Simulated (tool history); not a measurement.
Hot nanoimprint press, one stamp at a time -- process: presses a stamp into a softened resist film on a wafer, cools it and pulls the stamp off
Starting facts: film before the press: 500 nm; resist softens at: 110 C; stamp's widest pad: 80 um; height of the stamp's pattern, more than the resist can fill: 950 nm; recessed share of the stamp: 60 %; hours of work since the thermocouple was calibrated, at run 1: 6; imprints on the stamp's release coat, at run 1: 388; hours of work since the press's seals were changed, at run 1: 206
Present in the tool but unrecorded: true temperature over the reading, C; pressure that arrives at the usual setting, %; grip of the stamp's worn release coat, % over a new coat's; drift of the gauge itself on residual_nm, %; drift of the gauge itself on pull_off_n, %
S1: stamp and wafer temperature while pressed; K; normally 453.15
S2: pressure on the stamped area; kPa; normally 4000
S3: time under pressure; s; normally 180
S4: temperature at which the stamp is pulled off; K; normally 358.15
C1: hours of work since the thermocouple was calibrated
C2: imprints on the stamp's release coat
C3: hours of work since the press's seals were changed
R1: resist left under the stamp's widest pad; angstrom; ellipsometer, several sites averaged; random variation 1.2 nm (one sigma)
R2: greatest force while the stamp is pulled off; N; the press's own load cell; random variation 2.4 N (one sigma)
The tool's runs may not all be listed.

run,hour,S1,S2,S3,S4,C1,C2,C3,R1,R2
1,0.0,453.15,4000,180,358.15,6,388,206,2138,125
2,25.3,453.15,4000,180,358.15,25,519,225,2165,126
3,54.6,453.15,4000,143,358.15,47,672,247,2347,132
4,77.2,453.15,4000,143,358.15,64,790,264,2387,141
5,104.4,453.15,4000,143,358.15,84,931,284,2376,147
6,119.1,453.15,3710,143,358.15,95,1008,295,2455,149
7,136.5,453.15,3710,143,358.15,108,1098,308,2463,146
8,159.4,453.15,3710,143,358.15,125,1217,325,2465,157
# hour 186.7: stamp cleaned and given a new release coat
9,195.3,453.15,3710,143,358.15,148,45,348,2486,115
10,219.1,453.15,3710,143,358.15,166,169,366,2504,123
11,235.4,453.15,3710,143,358.15,178,253,378,2507,121
12,260.3,453.15,3710,143,358.15,196,383,397,2556,131
13,292.6,453.15,4000,180,358.15,221,551,421,2253,128
14,315.1,453.15,4000,180,358.15,237,668,438,2250,139
15,342.1,453.15,4000,180,358.15,258,808,458,2284,146
16,357.1,453.15,4000,180,358.15,269,886,469,2262,148
17,381.5,457.15,3690,179,356.15,287,1014,487,1916,164
18,402.1,457.15,3690,179,356.15,303,1121,503,1916,158
# hour 414.6: plate thermocouple calibrated
19,419.9,463.15,3690,194,352.15,4,1198,514,1246,174
20,434.5,442.15,4000,180,347.15,15,1273,525,3689,189
# hour 451.2: stamp cleaned and given a new release coat
21,471.8,446.15,4000,320,358.15,38,107,548,2548,112
22,494.8,446.15,3380,320,358.15,56,227,565,2742,116
23,512.3,447.15,2840,320,357.15,69,318,579,2796,126
24,543.0,443.15,3540,320,357.15,92,478,602,3198,132
25,557.1,453.15,3130,180,355.15,102,551,612,2423,136
26,580.9,453.15,3130,180,355.15,120,675,630,2459,145
27,595.0,447.15,3130,100,362.15,131,748,640,3760,125
28,613.2,453.15,5410,180,358.15,144,843,654,1939,141
29,641.6,461.15,3380,247,358.15,165,991,675,1351,149
30,660.3,461.15,3380,247,358.15,179,1088,689,1348,151

Branching from run 30: 3 alternative next runs. What would each branch give?
A,679.0,459.15,4710,247,363.15,193,1185,703,?,?
B,679.0,443.15,3900,314,358.15,193,1185,703,?,?
C,679.0,459.15,3550,247,355.15,193,1185,703,?,?

run,R1,R2
A,1299,136
B,3157,155
C,1472,170
With no hidden state in the tool, these same runs would have given:
run,R1,R2
A,1222,96
B,3019,109
C,1397,120
